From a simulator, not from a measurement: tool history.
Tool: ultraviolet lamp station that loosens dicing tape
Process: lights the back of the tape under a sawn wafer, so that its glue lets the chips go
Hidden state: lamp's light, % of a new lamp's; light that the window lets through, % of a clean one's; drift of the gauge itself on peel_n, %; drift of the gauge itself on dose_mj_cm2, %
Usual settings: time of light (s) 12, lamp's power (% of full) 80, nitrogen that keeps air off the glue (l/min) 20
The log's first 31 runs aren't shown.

| run | hour | time of light (s) | lamp's power (% of full) | nitrogen that keeps air off the glue (l/min) | hours of work of the lamp | hours of work since the window was cleaned | force that peels the tape off (N) | light that reached the tape (mJ/cm2) |
|---|---|---|---|---|---|---|---|---|
| 32 | 230.8 | 12 | 89 | 13 | 187 | 348 | 0.880 | 335 |
| 33 | 237.6 | 10 | 88 | 20 | 191 | 351 | 1.006 | 276 |
| 34 | 243.9 | 16 | 88 | 20 | 194 | 354 | 0.385 | 438 |
| 35 | 254.0 | 11 | 77 | 20 | 199 | 359 | 1.121 | 266 |
| 36 | 260.0 | 12 | 98 | 7 | 202 | 362 | 1.100 | 365 |
| 37 | 266.2 | 6 | 75 | 22 | 205 | 365 | 2.772 | 138 |
| 38 | 270.4 | 6 | 75 | 7 | 207 | 367 | 4.029 | 140 |
| 39 | 278.5 | 6 | 61 | 13 | 211 | 372 | 3.935 | 112 |
| 40 | 288.6 | 6 | 61 | 13 | 216 | 377 | 4.058 | 116 |
| 41 | 294.8 | 12 | 79 | 20 | 220 | 380 | 0.873 | 296 |
| 42 | 304.3 | 12 | 79 | 20 | 224 | 385 | 0.900 | 296 |
| 43 | 311.1 | 12 | 79 | 20 | 228 | 388 | 0.913 | 290 |
| 44 | 315.4 | 10 | 79 | 10 | 230 | 390 | 1.898 | 239 |

Forecast each of these 3 alternatives for the next run:
| A | 322.8 | 12 | 89 | 20 | 234 | 394 | ? | ? |
| B | 322.8 | 20 | 64 | 15 | 234 | 394 | ? | ? |
| C | 322.8 | 14 | 79 | 27 | 234 | 394 | ? | ? |

| run | force that peels the tape off (N) | light that reached the tape (mJ/cm2) |
|---|---|---|
| A | 0.718 | 325 |
| B | 0.591 | 393 |
| C | 0.554 | 339 |
Without the tool's hidden state the same runs would have given:
| run | force that peels the tape off (N) | light that reached the tape (mJ/cm2) |
|---|---|---|
| A | 0.538 | 371 |
| B | 0.443 | 448 |
| C | 0.414 | 386 |
